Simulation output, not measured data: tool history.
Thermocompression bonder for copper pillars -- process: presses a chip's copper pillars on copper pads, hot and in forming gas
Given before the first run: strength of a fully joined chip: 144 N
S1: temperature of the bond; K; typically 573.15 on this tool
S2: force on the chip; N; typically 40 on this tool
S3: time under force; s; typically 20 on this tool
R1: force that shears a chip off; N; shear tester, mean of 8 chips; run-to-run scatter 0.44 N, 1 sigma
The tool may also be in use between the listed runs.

run,hour,S1,S2,S3,R1
1,0.0,573.15,40,20,107.5
2,79.3,573.15,40,20,107.6
3,113.1,573.15,40,20,107.4
4,175.6,573.15,40,14,98.2
5,243.8,573.15,40,14,98.0
6,290.9,598.15,40,14,114.5
# hour 321.2: forming gas filter changed
7,366.0,598.15,40,14,113.2
8,402.5,549.15,40,14,82.8
9,462.3,549.15,40,14,82.2
10,499.3,573.15,40,20,108.0
11,541.2,573.15,40,20,108.4
12,578.7,573.15,40,42,125.6
# hour 620.2: heater calibrated with a thermocouple chip
13,624.2,573.15,40,42,124.7
14,685.4,573.15,40,20,109.0
15,740.7,573.15,40,20,107.9
# hour 759.7: forming gas filter changed
16,815.4,573.15,40,20,109.0
17,849.9,592.15,25,32,108.6
18,887.6,569.15,25,55,108.2
19,933.9,573.15,40,29,118.4
20,1010.6,571.15,44,11,98.2
21,1080.0,571.15,44,11,97.8
22,1150.5,571.15,44,11,97.9
# hour 1193.8: forming gas filter changed
23,1198.3,570.15,40,48,127.0
24,1232.7,570.15,40,48,127.7
25,1302.2,583.15,52,24,130.7
26,1374.0,583.15,52,24,130.4
27,1439.5,583.15,52,24,131.7
# hour 1447.7: force cell calibrated
# hour 1512.0: gauge calibrated
28,1513.8,596.15,40,34,129.7
29,1583.8,596.15,40,34,130.6
# hour 1629.6: forming gas filter changed
30,1649.1,558.15,32,12,72.4
31,1697.5,544.15,40,20,88.1

Selected run-to-run steps in R1, each split into two signed amounts: the part the tool would show with no hidden state at all (from settings, incoming material and random variation), and the remainder, which goes to the hidden state together with any gauge scatter not common to the measured and the hidden-state-free results:
Hidden conditions of the tool in this case: true temperature of the bond over the reading, C; force that reaches the chip, % of what is set; oxide that the forming gas leaves, % of the face; drift of the gauge itself on shear_n, %.
Run 6 -> 7: forming gas filter changed. R1 -1.3 N: hidden state +0.3, all else -1.6.
Run 7 -> 8: S1 598.15 -> 549.15. R1 -30.4 N: hidden state +0.0, all else -30.4.
Run 22 -> 23: S1 571.15 -> 570.15, S2 44 -> 40, S3 11 -> 48, forming gas filter changed. R1 +29.1 N: hidden state +0.8, all else +28.3.
Run 27 -> 28: S1 583.15 -> 596.15, S2 52 -> 40, S3 24 -> 34, force cell calibrated, gauge calibrated. R1 -2.0 N: hidden state -3.4, all else +1.4.
Run 29 -> 30: S1 596.15 -> 558.15, S2 40 -> 32, S3 34 -> 12, forming gas filter changed. R1 -58.2 N: hidden state +0.3, all else -58.5.

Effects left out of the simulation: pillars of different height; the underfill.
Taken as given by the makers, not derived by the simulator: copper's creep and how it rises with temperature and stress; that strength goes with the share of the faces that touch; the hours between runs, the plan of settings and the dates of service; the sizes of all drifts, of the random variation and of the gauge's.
